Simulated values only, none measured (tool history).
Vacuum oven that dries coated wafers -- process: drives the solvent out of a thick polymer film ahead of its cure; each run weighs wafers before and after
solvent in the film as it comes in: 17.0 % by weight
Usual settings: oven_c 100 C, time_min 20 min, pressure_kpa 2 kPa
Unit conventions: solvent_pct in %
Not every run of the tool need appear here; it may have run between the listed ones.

run,hour,oven_c,time_min,pressure_kpa,solvent_pct
1,0,100,20,2,2.57
2,24.6,100,20,2,2.68
3,36.6,100,20,2,2.63
4,61.3,100,12,2,4.55
5,81.4,112,20,2,0.91
6,98.6,100,20,7.25,5.42
7,112.8,100,20,7.25,5.35
8,128.1,94,20,7.25,7.47
9,152,100,20,2,2.71
10,176.3,100,20,2,2.64
11,198.5,100,20,1.48,2.52
12,209.9,100,20,1.48,2.32
13,230.2,100,20,1.48,2.48
14,247.5,88,10,4.54,10.63
15,270.6,93,14,6.15,8.38
16,282.1,107,15,6.15,3.74
17,300.4,100,12,1.25,4.47
18,324.4,100,21,2,2.47
19,343.6,105,20,2,1.71

What would each run have given without the hidden state, its run-to-run variation left as it was?
The hidden state here: true wafer temperature over the reading, C; true pressure over the reading, kPa; drift of the gauge itself on solvent_pct, %.
run,solvent_pct
1,2.39
2,2.49
3,2.44
4,4.31
5,0.82
6,5.17
7,5.08
8,7.14
9,2.46
10,2.38
11,2.25
12,2.05
13,2.19
14,10.29
15,7.97
16,3.45
17,4.08
18,2.15
19,1.46
